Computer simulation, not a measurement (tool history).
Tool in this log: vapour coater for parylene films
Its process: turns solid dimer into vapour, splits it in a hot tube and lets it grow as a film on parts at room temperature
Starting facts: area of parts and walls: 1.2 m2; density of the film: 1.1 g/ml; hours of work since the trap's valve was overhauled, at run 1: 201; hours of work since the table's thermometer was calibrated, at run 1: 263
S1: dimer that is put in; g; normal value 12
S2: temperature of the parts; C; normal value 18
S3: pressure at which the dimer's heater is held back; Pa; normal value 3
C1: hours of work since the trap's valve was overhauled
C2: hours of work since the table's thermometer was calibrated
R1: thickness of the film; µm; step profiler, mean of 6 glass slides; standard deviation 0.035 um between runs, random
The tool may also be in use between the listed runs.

{"run": 1, "hour": 0.0, "S1": 12, "S2": 18, "S3": 3, "C1": 201, "C2": 263, "R1": 5.43}
{"run": 2, "hour": 23.8, "S1": 12, "S2": 18, "S3": 3, "C1": 222, "C2": 284, "R1": 5.38}
{"run": 3, "hour": 45.3, "S1": 12, "S2": 18, "S3": 3, "C1": 241, "C2": 303, "R1": 5.39}
{"run": 4, "hour": 65.2, "S1": 12, "S2": 18, "S3": 3, "C1": 259, "C2": 321, "R1": 5.39}
{"run": 5, "hour": 96.5, "S1": 12, "S2": 18, "S3": 3, "C1": 286, "C2": 349, "R1": 5.34}
{"run": 6, "hour": 137.9, "S1": 12, "S2": 18, "S3": 3, "C1": 323, "C2": 385, "R1": 5.32}
{"run": 7, "hour": 176.3, "S1": 12, "S2": 18, "S3": 3, "C1": 357, "C2": 419, "R1": 5.3}
{"run": 8, "hour": 206.9, "S1": 12, "S2": 18, "S3": 3, "C1": 384, "C2": 446, "R1": 5.3}
{"run": 9, "hour": 239.6, "S1": 12, "S2": 18, "S3": 3, "C1": 413, "C2": 475, "R1": 5.29}
{"run": 10, "hour": 276.7, "S1": 12, "S2": 18, "S3": 3, "C1": 446, "C2": 508, "R1": 5.31}
{"run": 11, "hour": 314.2, "S1": 12, "S2": 18, "S3": 3, "C1": 479, "C2": 541, "R1": 5.29}
{"run": 12, "hour": 340.1, "S1": 12, "S2": 18, "S3": 3, "C1": 502, "C2": 564, "R1": 5.27}
{"hour": 370.3, "done": "trap's valve overhauled"}
{"run": 13, "hour": 371.9, "S1": 12, "S2": 18, "S3": 3, "C1": 1, "C2": 589, "R1": 5.54}
{"run": 14, "hour": 395.5, "S1": 12, "S2": 18, "S3": 3, "C1": 22, "C2": 610, "R1": 5.55}
{"run": 15, "hour": 423.1, "S1": 12, "S2": 18, "S3": 3, "C1": 47, "C2": 634, "R1": 5.55}
{"run": 16, "hour": 468.6, "S1": 12, "S2": 18, "S3": 3, "C1": 87, "C2": 675, "R1": 5.53}
{"run": 17, "hour": 489.3, "S1": 8, "S2": 18, "S3": 3, "C1": 105, "C2": 693, "R1": 3.65}
{"run": 18, "hour": 511.5, "S1": 21, "S2": 18, "S3": 3, "C1": 125, "C2": 713, "R1": 9.53}
{"run": 19, "hour": 557.5, "S1": 21, "S2": 18, "S3": 3, "C1": 166, "C2": 753, "R1": 9.53}
{"hour": 561.7, "done": "table's thermometer calibrated"}
{"run": 20, "hour": 579.8, "S1": 6, "S2": 18, "S3": 3, "C1": 185, "C2": 16, "R1": 2.75}
{"run": 21, "hour": 627.9, "S1": 6, "S2": 18, "S3": 3, "C1": 227, "C2": 59, "R1": 2.72}
{"run": 22, "hour": 663.5, "S1": 6, "S2": 18, "S3": 3, "C1": 259, "C2": 90, "R1": 2.72}
{"run": 23, "hour": 709.2, "S1": 7, "S2": 18, "S3": 3.72, "C1": 299, "C2": 131, "R1": 3}
{"run": 24, "hour": 754.8, "S1": 6, "S2": 18, "S3": 4.25, "C1": 340, "C2": 171, "R1": 2.46}
{"run": 25, "hour": 797.9, "S1": 5, "S2": 14, "S3": 5.89, "C1": 378, "C2": 209, "R1": 2.24}
{"hour": 802.6, "done": "table's thermometer calibrated, once more"}
{"run": 26, "hour": 833.9, "S1": 11, "S2": 17, "S3": 6.87, "C1": 409, "C2": 28, "R1": 4.26}
{"run": 27, "hour": 857.5, "S1": 12, "S2": 29, "S3": 2.13, "C1": 430, "C2": 49, "R1": 3.83}

Predict the results of run 28:
{"run": 28, "hour": 905.0, "S1": 12, "S2": 29, "S3": 2.13, "C1": 472, "C2": 91, "R1": "?"}

R1: 3.81 µm
Take away the tool's hidden state, keep the run-to-run variation as it was, and the same run would have given R1 4.02 µm.
